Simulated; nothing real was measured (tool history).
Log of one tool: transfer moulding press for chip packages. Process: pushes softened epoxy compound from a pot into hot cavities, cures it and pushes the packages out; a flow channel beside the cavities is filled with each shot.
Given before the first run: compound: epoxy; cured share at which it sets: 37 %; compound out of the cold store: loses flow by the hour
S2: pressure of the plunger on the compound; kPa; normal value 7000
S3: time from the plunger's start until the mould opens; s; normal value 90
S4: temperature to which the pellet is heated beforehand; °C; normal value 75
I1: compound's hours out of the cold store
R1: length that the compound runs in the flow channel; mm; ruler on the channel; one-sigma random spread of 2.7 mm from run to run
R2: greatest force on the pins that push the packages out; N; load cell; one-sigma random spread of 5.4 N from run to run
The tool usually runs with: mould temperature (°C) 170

Run 1, hour 0.0: usual settings; I1 18.0. Result: R1 908 mm, R2 199 N.
Run 2, hour 13.7: usual settings; I1 43.1. Result: R1 812 mm, R2 214 N.
Run 3, hour 33.2: usual settings but S4 83 °C; I1 43.6. Result: R1 804 mm, R2 256 N.
At hour 40.7: cavities cleaned with cleaning compound and waxed.
Run 4, hour 50.2: usual settings but S3 126 s; I1 38.3. Result: R1 822 mm, R2 171 N.
Run 5, hour 62.9: usual settings; I1 40.0. Result: R1 815 mm, R2 232 N.
At hour 84.0: cavities cleaned with cleaning compound and waxed.
Run 6, hour 85.3: usual settings; I1 13.5. Result: R1 902 mm, R2 196 N.
Run 7, hour 95.2: usual settings but S2 7260 kPa; I1 38.5. Result: R1 831 mm, R2 209 N.
Run 8, hour 118.2: usual settings but S2 7260 kPa; I1 46.2. Result: R1 799 mm, R2 244 N.
At hour 127.4: cavities cleaned with cleaning compound and waxed.
At hour 136.2: plunger's sealing rings changed.
Run 9, hour 141.2: usual settings but S4 72 °C; I1 32.3. Result: R1 867 mm, R2 216 N.
Run 10, hour 151.0: usual settings; I1 11.6. Result: R1 945 mm, R2 249 N.
Run 11, hour 168.3: usual settings; I1 31.3. Result: R1 868 mm, R2 259 N.
At hour 172.9: cavities cleaned with cleaning compound and waxed.
Run 12, hour 187.4: usual settings; I1 24.7. Result: R1 892 mm, R2 226 N.
Run 13, hour 210.1: usual settings; I1 35.7. Result: R1 847 mm, R2 261 N.
At hour 215.8: cavities cleaned with cleaning compound and waxed.
Run 14, hour 234.3: usual settings; I1 17.5. Result: R1 908 mm, R2 230 N.
Run 15, hour 247.3: usual settings but S3 110 s; I1 26.2. Result: R1 875 mm, R2 212 N.
At hour 259.9: cavities cleaned with cleaning compound and waxed.
Run 16, hour 259.9: usual settings but mould temperature (°C) 169, S2 8680 kPa; I1 15.7. Result: R1 1019 mm, R2 214 N.
Run 17, hour 275.7: usual settings but mould temperature (°C) 169, S2 8680 kPa, S3 122 s, S4 83 °C; I1 11.8. Result: R1 1040 mm, R2 188 N.
Run 18, hour 298.4: usual settings but S2 6270 kPa, S3 81 s; I1 38.3. Result: R1 781 mm, R2 305 N.
At hour 304.2: cavities cleaned with cleaning compound and waxed.
Run 19, hour 310.5: usual settings but S2 7450 kPa, S3 74 s; I1 36.2. Result: R1 857 mm, R2 290 N.
Run 20, hour 329.6: usual settings but mould temperature (°C) 176, S2 7450 kPa, S3 101 s; I1 22.7. Result: R1 887 mm, R2 196 N.
Run 21, hour 339.8: usual settings but S3 124 s, S4 81 °C; I1 44.6. Result: R1 804 mm, R2 221 N.
At hour 347.0: cavities cleaned with cleaning compound and waxed.
Run 22, hour 363.5: usual settings but S3 124 s, S4 81 °C; I1 32.6. Result: R1 842 mm, R2 184 N.
Run 23, hour 387.0: usual settings but mould temperature (°C) 172, S2 7490 kPa; I1 45.3. Result: R1 812 mm, R2 253 N.
At hour 390.7: cavities cleaned with cleaning compound and waxed.
Run 24, hour 406.3: usual settings but S3 114 s; I1 35.0. Result: R1 825 mm, R2 190 N.
At hour 414.2: plunger's sealing rings changed.
Run 25, hour 425.7: usual settings but mould temperature (°C) 174, S3 83 s, S4 82 °C; I1 10.6. Result: R1 940 mm, R2 247 N.
At hour 436.8: cavities cleaned with cleaning compound and waxed.
Run 26, hour 447.4: usual settings but mould temperature (°C) 175, S2 6040 kPa, S3 83 s, S4 67 °C; I1 23.6. Result: R1 816 mm, R2 194 N.
Run 27, hour 468.1: usual settings but mould temperature (°C) 175, S2 7810 kPa, S3 83 s, S4 78 °C; I1 47.8. Result: R1 836 mm, R2 222 N.

Each row is a separate what-if for the run after 27, all from the same tool condition, not one after another. Results?
At hour 480.0: cavities cleaned with cleaning compound and waxed.
Run A, hour 481.2: usual settings but mould temperature (°C) 175, S2 7530 kPa, S4 78 °C; I1 26.3. Result: R1 ?, R2 ?.
At hour 480.0: cavities cleaned with cleaning compound and waxed.
Run B, hour 481.2: usual settings but mould temperature (°C) 175, S2 6180 kPa, S3 115 s, S4 74 °C; I1 12.9. Result: R1 ?, R2 ?.
At hour 480.0: cavities cleaned with cleaning compound and waxed.
Run C, hour 481.2: usual settings but S3 71 s; I1 36.1. Result: R1 ?, R2 ?.

run   R1   R2
  A  902  168
  B  864  158
  C  845  300
What these runs would have given with no unlogged condition in the tool:
run   R1   R2
  A  909  161
  B  871  152
  C  851  282
